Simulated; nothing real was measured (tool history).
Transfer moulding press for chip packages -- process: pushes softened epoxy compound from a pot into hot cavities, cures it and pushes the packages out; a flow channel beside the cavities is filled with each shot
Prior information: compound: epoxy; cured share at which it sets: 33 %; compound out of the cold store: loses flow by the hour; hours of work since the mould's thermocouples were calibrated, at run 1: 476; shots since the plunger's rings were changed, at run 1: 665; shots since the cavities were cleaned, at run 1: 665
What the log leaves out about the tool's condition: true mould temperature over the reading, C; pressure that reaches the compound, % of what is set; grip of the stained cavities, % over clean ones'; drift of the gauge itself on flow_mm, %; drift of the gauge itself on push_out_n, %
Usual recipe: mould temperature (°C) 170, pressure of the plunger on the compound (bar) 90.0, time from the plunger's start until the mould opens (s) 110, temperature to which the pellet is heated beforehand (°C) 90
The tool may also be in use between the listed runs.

run   hour  mould temperature (°C)  pressure of the plunger on the compound (bar)  time from the plunger's start until the mould opens (s)  temperature to which the pellet is heated beforehand (°C)  hours of work since the mould's thermocouples were calibrated  shots since the plunger's rings were changed  shots since the cavities were cleaned  incoming compound's hours out of the cold store  length that the compound runs in the flow channel (mm)  greatest force on the pins that push the packages out (N)
  1    0.0                     170                                           90.0                                                      110                                                         90                                                            476                                           665                                    665                                             48.0                                                     790                                                        273
  2   13.7                     170                                           90.0                                                      110                                                         90                                                            485                                           808                                    808                                             47.4                                                     803                                                        269
  3   24.9                     170                                           86.4                                                      110                                                         90                                                            492                                           926                                    926                                             27.1                                                     863                                                        284
  4   39.7                     170                                          108.6                                                      110                                                         90                                                            502                                          1082                                   1082                                             33.4                                                     934                                                        286
      49.2  -- cavities cleaned with cleaning compound and waxed
  5   58.4                     170                                           90.0                                                      110                                                         90                                                            513                                          1262                                     97                                             34.8                                                     836                                                        278
  6   78.6                     170                                           81.7                                                      110                                                         90                                                            527                                          1474                                    309                                             14.7                                                     888                                                        291
  7   98.1                     170                                           81.7                                                      110                                                         90                                                            540                                          1679                                    514                                             13.1                                                     891                                                        273
  8  108.3                     170                                           81.7                                                      110                                                         90                                                            546                                          1786                                    621                                             10.0                                                     903                                                        290
  9  124.4                     170                                           81.7                                                      110                                                         90                                                            557                                          1955                                    790                                             25.7                                                     841                                                        284
 10  136.5                     170                                           90.0                                                      110                                                         90                                                            565                                          2082                                    917                                             20.3                                                     905                                                        281
 11  154.6                     170                                           90.0                                                      110                                                         90                                                            577                                          2272                                   1107                                             30.3                                                     870                                                        263
     161.2  -- cavities cleaned with cleaning compound and waxed
 12  167.2                     170                                           90.0                                                      110                                                         90                                                            584                                          2389                                     63                                             22.5                                                     905                                                        279
 13  185.3                     170                                           90.0                                                      110                                                         90                                                            596                                          2578                                    252                                             10.1                                                     945                                                        293
 14  202.3                     170                                           90.0                                                      110                                                         90                                                            607                                          2757                                    431                                             35.1                                                     843                                                        285
 15  215.0                     170                                           90.0                                                      110                                                         90                                                            616                                          2891                                    565                                             16.2                                                     925                                                        277
 16  230.3                     170                                           90.0                                                      110                                                         90                                                            626                                          3051                                    725                                             12.0                                                     942                                                        299
 17  249.5                     170                                          101.2                                                      130                                                         90                                                            639                                          3252                                    926                                             18.4                                                     974                                                        243
     270.0  -- mould's thermocouples calibrated
 18  271.7                     170                                           90.0                                                      102                                                         90                                                              1                                          3464                                   1138                                             36.0                                                     839                                                        291
     276.6  -- cavities cleaned with cleaning compound and waxed
 19  284.7                     177                                           90.0                                                      102                                                         93                                                              9                                          3585                                     85                                             46.2                                                     776                                                        242

The next listed run, before its measurement:
 20  297.7                     170                                           90.0                                                      113                                                         90                                                             17                                          3722                                    222                                             45.7                                                       ?                                                          ?

length that the compound runs in the flow channel (mm): 798
greatest force on the pins that push the packages out (N): 251
On a tool with no hidden condition, and with the same random variation, this run would have come out at length that the compound runs in the flow channel (mm) 799, greatest force on the pins that push the packages out (N) 250.
